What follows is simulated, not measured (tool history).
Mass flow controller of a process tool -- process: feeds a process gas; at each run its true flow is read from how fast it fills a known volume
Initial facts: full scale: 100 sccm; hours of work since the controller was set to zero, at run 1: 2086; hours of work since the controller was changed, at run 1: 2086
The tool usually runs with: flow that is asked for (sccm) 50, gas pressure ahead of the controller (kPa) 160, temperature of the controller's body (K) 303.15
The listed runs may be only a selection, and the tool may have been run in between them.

run,day,flow that is asked for (sccm),gas pressure ahead of the controller (kPa),temperature of the controller's body (K),hours of work since the controller was set to zero,hours of work since the controller was changed,true flow (%)
1,0.000,50,160,303.15,2086,2086,99.45
2,2.475,50,267,303.15,2119,2119,100.04
3,6.092,50,267,303.15,2166,2166,100.11
4,8.892,50,267,303.15,2203,2203,100.19
5,12.125,50,160,303.15,2246,2246,99.57
6,14.696,30,174,297.15,2280,2280,99.86
7,18.096,30,174,297.15,2325,2325,99.91
# day 18.408: controller's zero set anew
8,20.804,50,172,294.15,32,2360,100.58
9,22.608,45,151,302.15,55,2384,99.71
10,25.229,45,151,302.15,90,2418,99.86

Below are 5 alternative next runs, each starting from the tool's condition after run 10. Predict each:
A,28.604,45,227,295.15,134,2463,?
B,28.604,16,265,301.15,134,2463,?
C,28.604,45,151,301.15,134,2463,?
D,28.604,12,190,311.15,134,2463,?
E,28.604,50,149,303.15,134,2463,?

run,true flow (%)
A,100.66
B,101.38
C,99.74
D,100.99
E,99.74
Take away the tool's hidden state, keep each run's random variation, and the runs would have read:
run,true flow (%)
A,98.66
B,97.68
C,97.75
D,96.42
E,97.84

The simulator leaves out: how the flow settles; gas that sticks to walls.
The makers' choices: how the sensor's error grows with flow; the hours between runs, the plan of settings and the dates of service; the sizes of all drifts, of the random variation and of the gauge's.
